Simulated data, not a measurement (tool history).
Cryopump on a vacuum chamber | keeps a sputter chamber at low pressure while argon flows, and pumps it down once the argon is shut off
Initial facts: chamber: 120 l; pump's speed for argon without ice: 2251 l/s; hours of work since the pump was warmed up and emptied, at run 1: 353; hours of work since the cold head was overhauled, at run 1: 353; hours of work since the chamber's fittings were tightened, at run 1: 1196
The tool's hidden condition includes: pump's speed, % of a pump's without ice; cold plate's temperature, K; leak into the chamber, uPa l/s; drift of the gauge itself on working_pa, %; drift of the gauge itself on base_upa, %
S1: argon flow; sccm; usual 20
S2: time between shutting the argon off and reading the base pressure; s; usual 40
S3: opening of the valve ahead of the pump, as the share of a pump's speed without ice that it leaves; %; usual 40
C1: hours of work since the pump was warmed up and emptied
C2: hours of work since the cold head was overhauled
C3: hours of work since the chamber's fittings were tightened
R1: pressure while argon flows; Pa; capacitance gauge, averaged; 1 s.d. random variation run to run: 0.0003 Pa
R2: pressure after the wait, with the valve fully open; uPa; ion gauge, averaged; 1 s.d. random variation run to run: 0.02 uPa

run,hour,S1,S2,S3,C1,C2,C3,R1,R2
1,0,20,40,40,353,353,1196,0.0392,1.68
2,51.2,20,40,40,384,384,1227,0.0402,1.7
3,83,20,40,16,403,403,1246,0.0965,1.71
4,110.7,20,40,16,420,420,1262,0.0967,1.71
5,165.2,20,40,40,453,453,1295,0.0407,1.69
6,223.4,20,40,40,488,488,1330,0.0407,1.73
7,268.2,20,40,40,515,515,1357,0.0411,1.7
8,308,20,40,40,539,539,1381,0.0408,1.73
# hour 347.1: pump warmed up, emptied and cooled again
9,358.9,20,40,40,7,566,1409,0.0378,1.75
10,392.9,20,40,40,28,587,1429,0.0378,1.68
11,420.3,16,108,40,44,603,1446,0.0303,0.86
12,466.8,20,267,40,72,631,1474,0.0379,0.53
# hour 498.9: leaking fittings of the chamber tightened, without venting
13,498.9,20,267,40,90,649,0,0.038,0.37
14,523.6,15,40,45,105,664,15,0.0262,1.5
15,557.7,15,40,45,126,685,35,0.0252,1.53
16,588.6,15,40,45,144,703,54,0.0258,1.53
17,642.3,11,21,45,177,736,86,0.0192,2.78
18,693.4,8,83,16,207,766,117,0.038,0.87
19,747.8,8,83,41,240,799,150,0.0153,0.84

Alternative continuations, all from the tool just after run 19; predict every row:
A,787.6,22,40,32,264,823,174,?,?
B,787.6,8,294,41,264,823,174,?,?
C,787.6,9,149,41,264,823,174,?,?

run,R1,R2
A,0.0534,1.54
B,0.0155,0.38
C,0.0173,0.55
Stripped of hidden state, with their random variation kept, the same runs would have yielded:
run,R1,R2
A,0.0518,1.47
B,0.0149,0.31
C,0.0166,0.48
